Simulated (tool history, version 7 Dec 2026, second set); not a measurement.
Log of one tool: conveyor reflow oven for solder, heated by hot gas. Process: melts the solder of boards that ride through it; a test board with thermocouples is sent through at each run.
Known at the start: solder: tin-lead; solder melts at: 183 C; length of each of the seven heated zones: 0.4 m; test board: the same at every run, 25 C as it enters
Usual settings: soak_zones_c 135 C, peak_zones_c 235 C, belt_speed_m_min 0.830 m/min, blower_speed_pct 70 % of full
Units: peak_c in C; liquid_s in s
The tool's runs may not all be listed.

run 1 hour=0.0 | soak_zones_c=135 peak_zones_c=235 belt_speed_m_min=0.830 blower_speed_pct=70 | peak_c=214.4 liquid_s=40.2
run 2 hour=15.4 | soak_zones_c=135 peak_zones_c=235 belt_speed_m_min=0.830 blower_speed_pct=70 | peak_c=214.3 liquid_s=40.1
run 3 hour=33.7 | soak_zones_c=135 peak_zones_c=244 belt_speed_m_min=0.830 blower_speed_pct=70 | peak_c=221.8 liquid_s=44.7
run 4 hour=44.2 | soak_zones_c=135 peak_zones_c=244 belt_speed_m_min=0.830 blower_speed_pct=70 | peak_c=221.6 liquid_s=44.8
-- hour=50.2 flux residue cleaned out of gas plates and filters
run 5 hour=65.9 | soak_zones_c=135 peak_zones_c=235 belt_speed_m_min=0.796 blower_speed_pct=70 | peak_c=215.4 liquid_s=42.9
run 6 hour=81.6 | soak_zones_c=135 peak_zones_c=235 belt_speed_m_min=0.830 blower_speed_pct=70 | peak_c=213.9 liquid_s=39.5
run 7 hour=96.5 | soak_zones_c=135 peak_zones_c=235 belt_speed_m_min=0.830 blower_speed_pct=70 | peak_c=213.2 liquid_s=39.5
run 8 hour=109.4 | soak_zones_c=135 peak_zones_c=235 belt_speed_m_min=0.830 blower_speed_pct=70 | peak_c=213.3 liquid_s=39.2
run 9 hour=132.4 | soak_zones_c=126 peak_zones_c=242 belt_speed_m_min=0.775 blower_speed_pct=51 | peak_c=216.0 liquid_s=41.3
run 10 hour=149.2 | soak_zones_c=126 peak_zones_c=242 belt_speed_m_min=0.775 blower_speed_pct=51 | peak_c=215.7 liquid_s=41.5
run 11 hour=166.4 | soak_zones_c=135 peak_zones_c=243 belt_speed_m_min=0.830 blower_speed_pct=70 | peak_c=219.6 liquid_s=43.2
-- hour=176.3 flux residue cleaned out of gas plates and filters, once more
run 12 hour=185.0 | soak_zones_c=139 peak_zones_c=235 belt_speed_m_min=0.695 blower_speed_pct=70 | peak_c=223.4 liquid_s=56.4

3 ways to go on from here, each from the tool as it stands after run 12. What would each give?
run A hour=194.8 | soak_zones_c=126 peak_zones_c=235 belt_speed_m_min=0.789 blower_speed_pct=85 | peak_c=? liquid_s=?
run B hour=194.8 | soak_zones_c=135 peak_zones_c=244 belt_speed_m_min=0.982 blower_speed_pct=90 | peak_c=? liquid_s=?
run C hour=194.8 | soak_zones_c=123 peak_zones_c=235 belt_speed_m_min=0.740 blower_speed_pct=59 | peak_c=? liquid_s=?

run=A peak_c=219.4 liquid_s=44.1
run=B peak_c=221.2 liquid_s=37.3
run=C peak_c=216.4 liquid_s=43.8
Without the tool's hidden state the same runs would have given:
run=A peak_c=217.9 liquid_s=43.2
run=B peak_c=219.9 liquid_s=36.6
run=C peak_c=215.0 liquid_s=42.7

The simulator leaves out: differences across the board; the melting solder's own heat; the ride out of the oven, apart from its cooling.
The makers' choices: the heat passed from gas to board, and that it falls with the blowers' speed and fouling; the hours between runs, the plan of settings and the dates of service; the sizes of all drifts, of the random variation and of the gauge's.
